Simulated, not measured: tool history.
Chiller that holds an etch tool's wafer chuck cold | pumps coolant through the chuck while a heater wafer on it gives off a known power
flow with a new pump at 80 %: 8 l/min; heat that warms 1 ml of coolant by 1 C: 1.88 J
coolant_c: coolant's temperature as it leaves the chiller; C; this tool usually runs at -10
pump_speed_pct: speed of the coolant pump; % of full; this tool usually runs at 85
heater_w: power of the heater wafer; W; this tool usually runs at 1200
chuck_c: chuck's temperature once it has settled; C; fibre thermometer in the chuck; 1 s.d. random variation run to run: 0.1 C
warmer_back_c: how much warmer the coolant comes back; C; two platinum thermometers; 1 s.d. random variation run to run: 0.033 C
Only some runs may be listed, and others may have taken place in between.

run,hour,coolant_c,pump_speed_pct,heater_w,chuck_c,warmer_back_c
1,0.0,-10,85,1200,-0.5,4.74
2,21.1,-7,85,1200,2.6,4.72
3,58.3,-7,85,1200,2.6,4.80
4,81.8,-7,85,1200,2.5,4.73
5,104.8,-7,85,1200,2.5,4.75
6,133.9,-7,85,1200,2.5,4.78
7,155.7,-19,85,1200,-9.6,4.79
8,193.0,-19,85,1200,-9.5,4.80
9,224.5,-13,85,1200,-3.3,4.83
10,260.4,-13,85,1200,-3.4,4.81
11,282.5,-8,85,1200,1.6,4.87
12,300.1,-8,85,1200,1.6,4.79
13,327.9,-10,85,1200,-0.4,4.86
14,357.3,-10,85,1200,-0.3,4.82
15,385.0,-10,85,1200,-0.5,4.83
16,423.4,-10,85,1200,-0.2,4.86
17,453.5,-10,85,1200,-0.3,4.84
18,478.1,-7,85,1200,2.7,4.94
19,495.0,-9,90,695,-3.9,2.61
20,526.7,-2,87,1055,6.3,4.18
21,546.5,-11,86,1337,-0.2,5.41
# hour 554.0: coolant pump overhauled
22,568.2,-11,86,1337,0.2,5.63
23,600.4,-11,86,1337,0.3,5.64
# hour 626.9: coolant pump overhauled, once more
24,631.6,-16,87,1337,-6.0,4.88
25,649.2,-9,86,1200,0.0,4.41
26,676.7,-15,86,1200,-5.7,4.51
27,701.7,-7,77,1328,4.1,5.56
28,733.8,-7,77,1328,4.0,5.53
29,773.6,-18,79,1200,-8.2,4.84
30,798.8,-18,79,1200,-8.1,4.91
31,834.2,-10,85,698,-4.9,2.56
32,853.4,-10,85,1364,0.4,5.14
33,890.0,-7,70,1200,4.0,5.57

Consider 3 possible next runs. They are alternatives, not a sequence: every one starts from the tool as it was left by run 33. What does each give?
A,921.4,-11,85,1200,?,?
B,921.4,-7,80,1569,?,?
C,921.4,-13,70,788,?,?

run,chuck_c,warmer_back_c
A,-1.9,4.48
B,6.0,6.36
C,-6.0,3.70
With the hidden condition removed and each run's random variation left untouched, the same runs would have given:
run,chuck_c,warmer_back_c
A,-2.5,4.45
B,4.9,6.31
C,-6.2,3.68
